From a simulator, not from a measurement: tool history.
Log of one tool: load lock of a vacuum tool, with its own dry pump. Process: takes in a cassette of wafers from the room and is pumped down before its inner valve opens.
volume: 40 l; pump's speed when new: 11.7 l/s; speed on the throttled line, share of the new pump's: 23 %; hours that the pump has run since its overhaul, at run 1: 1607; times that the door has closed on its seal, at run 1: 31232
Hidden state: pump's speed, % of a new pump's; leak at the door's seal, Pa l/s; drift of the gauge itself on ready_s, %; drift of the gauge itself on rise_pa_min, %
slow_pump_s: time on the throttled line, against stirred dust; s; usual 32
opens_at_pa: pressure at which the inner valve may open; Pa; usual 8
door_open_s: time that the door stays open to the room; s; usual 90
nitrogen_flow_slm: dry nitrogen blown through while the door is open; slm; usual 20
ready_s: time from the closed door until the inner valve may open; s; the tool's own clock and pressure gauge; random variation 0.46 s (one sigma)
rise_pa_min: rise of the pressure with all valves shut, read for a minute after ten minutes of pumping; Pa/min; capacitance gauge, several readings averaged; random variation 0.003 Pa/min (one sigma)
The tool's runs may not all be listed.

run    hour  slow_pump_s  opens_at_pa  door_open_s  nitrogen_flow_slm  hours that the pump has run since its overhaul  times that the door has closed on its seal  incoming humidity of the room's air, %  ready_s  rise_pa_min
  1     0.0           32            8           90                 20                                            1607                                       31232                                    49.9     57.8        0.328
  2   101.4           32            8           90                 20                                            1708                                       31686                                    47.8     57.3        0.336
  3   166.0           32            8           90                 20                                            1773                                       31976                                    47.2     57.6        0.334
  4   255.2           32            8           90                 23                                            1862                                       32376                                    47.7     58.0        0.334
  5   330.0           32            8           90                 17                                            1937                                       32711                                    44.4     57.4        0.342
  6   407.1           32            8           73                 20                                            2014                                       33056                                    41.5     57.5        0.335
  7   485.3           32           10           90                 20                                            2092                                       33407                                    48.5     57.6        0.358
  8   543.3           32           10           90                 20                                            2150                                       33667                                    44.6     57.4        0.345
  9   613.9           32           10           90                 20                                            2221                                       33983                                    43.3     57.3        0.353
 10   670.7           32           10           90                 20                                            2278                                       34237                                    44.1     56.9        0.353
 11   744.3           32            8           90                 16                                            2351                                       34567                                    47.1     58.1        0.374
 12   817.5           32            8           90                 16                                            2424                                       34895                                    45.1     58.7        0.387
 13   875.2           32            8           90                 16                                            2482                                       35153                                    44.5     57.7        0.381
 14   965.2           32            8           90                 16                                            2572                                       35557                                    42.7     57.4        0.387
 15  1030.0           32            8           90                 16                                            2637                                       35847                                    46.3     58.2        0.391
 16  1119.6           32            8           90                 16                                            2726                                       36248                                    45.2     58.5        0.399
 17  1201.8           32            8           87                 18                                            2809                                       36616                                    48.1     58.2        0.396
 18  1297.8           32           11           87                 18                                            2905                                       37047                                    43.3     57.1        0.405
 19  1410.4           29           11           39                  6                                            3017                                       37551                                    46.9     54.8        0.426
 20  1483.4           54            7           60                  5                                            3090                                       37878                                    42.4     76.3        0.423
 21  1543.2           54            7           60                  5                                            3150                                       38146                                    44.6     75.4        0.428
 22  1649.5           32            7           90                 20                                            3256                                       38622                                    42.5     59.0        0.418
 23  1765.7           32            7           90                 20                                            3373                                       39143                                    45.9     58.6        0.446
 24  1870.0           32            7           90                 20                                            3477                                       39610                                    46.6     58.8        0.441
 25  1953.3           32            8           93                 20                                            3560                                       39983                                    44.5     57.5        0.452
 26  2047.6           32            9           93                 22                                            3654                                       40406                                    44.8     58.4        0.458
 27  2161.6           22            7           93                 22                                            3769                                       40917                                    44.2     52.1        0.458
 28  2239.8           22            7           93                 22                                            3847                                       41267                                    42.9     51.7        0.463

5 ways to go on from here, each from the tool as it stands after run 28. What would each give?
  A  2312.0           37            8           90                 20                                            3919                                       41590                                    47.5        ?            ?
  B  2312.0           22           11          109                  8                                            3919                                       41590                                    45.7        ?            ?
  C  2312.0           18           14           93                 22                                            3919                                       41590                                    46.8        ?            ?
  D  2312.0           22            7           56                 22                                            3919                                       41590                                    43.9        ?            ?
  E  2312.0           22           13           93                  5                                            3919                                       41590                                    47.4        ?            ?

run  ready_s  rise_pa_min
  A     63.0        0.494
  B     50.5        0.499
  C     45.5        0.474
  D     51.4        0.477
  E     49.7        0.512
Without the tool's hidden state the same runs would have given:
run  ready_s  rise_pa_min
  A     61.5        0.051
  B     49.0        0.064
  C     43.9        0.040
  D     49.7        0.042
  E     48.1        0.072

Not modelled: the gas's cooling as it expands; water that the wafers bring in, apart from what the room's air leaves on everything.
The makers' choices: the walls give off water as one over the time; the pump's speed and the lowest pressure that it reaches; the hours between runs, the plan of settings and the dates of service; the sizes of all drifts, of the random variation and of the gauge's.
